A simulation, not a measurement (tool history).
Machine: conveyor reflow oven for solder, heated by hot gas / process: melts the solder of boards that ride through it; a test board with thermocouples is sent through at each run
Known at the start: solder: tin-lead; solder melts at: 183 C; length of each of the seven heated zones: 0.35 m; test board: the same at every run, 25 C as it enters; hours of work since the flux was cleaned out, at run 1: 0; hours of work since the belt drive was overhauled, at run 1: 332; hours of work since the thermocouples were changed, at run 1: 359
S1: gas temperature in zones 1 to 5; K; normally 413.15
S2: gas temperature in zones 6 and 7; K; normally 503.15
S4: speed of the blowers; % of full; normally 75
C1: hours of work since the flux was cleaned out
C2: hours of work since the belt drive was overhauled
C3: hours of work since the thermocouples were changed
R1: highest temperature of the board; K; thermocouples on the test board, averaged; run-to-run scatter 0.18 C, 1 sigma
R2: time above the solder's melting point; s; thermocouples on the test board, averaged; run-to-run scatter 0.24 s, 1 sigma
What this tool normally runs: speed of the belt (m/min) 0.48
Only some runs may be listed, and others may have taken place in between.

Run 1, hour 0: usual settings; C1 0; C2 332; C3 359. Result: R1 487.05 K, R2 64 s.
Run 2, hour 16: usual settings but S1 408.15 K; C1 7; C2 339; C3 367. Result: R1 485.85 K, R2 61.1 s.
Run 3, hour 26.9: usual settings but S1 408.15 K; C1 12; C2 344; C3 372. Result: R1 485.95 K, R2 61.2 s.
Run 4, hour 45.9: usual settings but S1 408.15 K; C1 21; C2 353; C3 380. Result: R1 486.05 K, R2 61.1 s.
Run 5, hour 59.6: usual settings but S1 408.15 K; C1 27; C2 359; C3 387. Result: R1 485.55 K, R2 60.4 s.
Run 6, hour 70.3: usual settings; C1 32; C2 364; C3 392. Result: R1 486.65 K, R2 63 s.
Run 7, hour 85.5: usual settings; C1 39; C2 371; C3 399. Result: R1 486.35 K, R2 63.8 s.
Run 8, hour 106.6: usual settings; C1 49; C2 381; C3 408. Result: R1 486.95 K, R2 63.4 s.
Run 9, hour 121.5: usual settings; C1 56; C2 387; C3 415. Result: R1 486.45 K, R2 63.1 s.
Run 10, hour 131.4: usual settings but S1 402.15 K; C1 60; C2 392; C3 420. Result: R1 484.25 K, R2 57.2 s.
Run 11, hour 148: usual settings but S1 402.15 K; C1 68; C2 399; C3 427. Result: R1 484.25 K, R2 57.1 s.
Run 12, hour 158.1: usual settings; C1 73; C2 404; C3 432. Result: R1 486.45 K, R2 63.3 s.
Run 13, hour 168.3: usual settings; C1 77; C2 409; C3 437. Result: R1 485.85 K, R2 63.2 s.
Run 14, hour 181: usual settings; C1 83; C2 415; C3 442. Result: R1 485.95 K, R2 62.8 s.
Run 15, hour 190.5: usual settings; C1 87; C2 419; C3 447. Result: R1 486.05 K, R2 63.1 s.
Run 16, hour 212.9: usual settings; C1 98; C2 429; C3 457. Result: R1 485.95 K, R2 63 s.
At hour 218.9: belt drive overhauled, speed set with a stopwatch.
Run 17, hour 237.9: usual settings but S2 517.15 K, speed of the belt (m/min) 0.414; C1 107; C2 9; C3 467. Result: R1 502.65 K, R2 89.9 s.
Run 18, hour 248.2: usual settings but S2 501.15 K, speed of the belt (m/min) 0.536; C1 112; C2 13; C3 471. Result: R1 481.15 K, R2 51 s.

What will run 19 give?
Run 19, hour 265.7: usual settings but S2 501.15 K, speed of the belt (m/min) 0.536; C1 120; C2 21; C3 479. Result: R1 ?, R2 ?.

Run 19 measured R1 480.85 K, R2 50.9 s.
Without the tool's hidden state the same run would have given R1 482.75 K, R2 52 s.
